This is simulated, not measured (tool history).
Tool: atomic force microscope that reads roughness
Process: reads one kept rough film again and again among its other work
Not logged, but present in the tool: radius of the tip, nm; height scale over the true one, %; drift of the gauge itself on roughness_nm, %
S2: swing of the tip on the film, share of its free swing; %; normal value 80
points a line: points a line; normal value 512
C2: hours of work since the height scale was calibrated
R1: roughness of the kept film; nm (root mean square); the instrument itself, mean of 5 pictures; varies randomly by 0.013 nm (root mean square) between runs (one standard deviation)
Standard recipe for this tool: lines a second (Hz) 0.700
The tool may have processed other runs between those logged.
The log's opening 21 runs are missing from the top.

{"day": 41.017, "done": "new tip fitted"}
{"run": 22, "day": 42.154, "lines a second (Hz)": 1.263, "S2": 70, "points a line": 759, "pictures with this tip": 36, "C2": 1381, "R1": 2.879}
{"run": 23, "day": 44.671, "lines a second (Hz)": 1.263, "S2": 70, "points a line": 759, "pictures with this tip": 115, "C2": 1408, "R1": 2.663}
{"run": 24, "day": 46.15, "lines a second (Hz)": 0.911, "S2": 64, "points a line": 267, "pictures with this tip": 161, "C2": 1424, "R1": 2.576}
{"run": 25, "day": 47.775, "lines a second (Hz)": 0.911, "S2": 64, "points a line": 267, "pictures with this tip": 212, "C2": 1441, "R1": 2.473}
{"run": 26, "day": 49.562, "lines a second (Hz)": 0.7, "S2": 80, "points a line": 412, "pictures with this tip": 268, "C2": 1461, "R1": 2.322}
{"run": 27, "day": 51.688, "lines a second (Hz)": 0.828, "S2": 58, "points a line": 376, "pictures with this tip": 335, "C2": 1483, "R1": 2.277}
{"day": 52.154, "done": "new tip fitted"}
{"run": 28, "day": 53.033, "lines a second (Hz)": 0.828, "S2": 71, "points a line": 786, "pictures with this tip": 27, "C2": 1498, "R1": 2.956}
{"run": 29, "day": 55.525, "lines a second (Hz)": 1.255, "S2": 71, "points a line": 305, "pictures with this tip": 106, "C2": 1524, "R1": 2.665}
{"run": 30, "day": 57.454, "lines a second (Hz)": 1.255, "S2": 71, "points a line": 305, "pictures with this tip": 166, "C2": 1545, "R1": 2.535}
{"run": 31, "day": 59.121, "lines a second (Hz)": 1.255, "S2": 73, "points a line": 285, "pictures with this tip": 218, "C2": 1563, "R1": 2.401}
{"run": 32, "day": 61.429, "lines a second (Hz)": 0.596, "S2": 80, "points a line": 859, "pictures with this tip": 291, "C2": 1588, "R1": 2.324}
{"day": 63.271, "done": "new tip fitted"}
{"run": 33, "day": 63.712, "lines a second (Hz)": 0.596, "S2": 80, "points a line": 859, "pictures with this tip": 14, "C2": 1612, "R1": 2.983}

Branching from run 33: 3 alternative next runs. What would each branch give?
{"run": "A", "day": 65.062, "lines a second (Hz)": 3.181, "S2": 89, "points a line": 859, "pictures with this tip": 56, "C2": 1626, "R1": "?"}
{"run": "B", "day": 65.062, "lines a second (Hz)": 2.477, "S2": 59, "points a line": 398, "pictures with this tip": 56, "C2": 1626, "R1": "?"}
{"run": "C", "day": 65.062, "lines a second (Hz)": 0.596, "S2": 74, "points a line": 859, "pictures with this tip": 56, "C2": 1626, "R1": "?"}

run=A R1=2.264
run=B R1=2.810
run=C R1=2.880
Take away the tool's hidden state, keep each run's random variation, and the runs would have read:
run=A R1=2.441
run=B R1=3.029
run=C R1=3.104
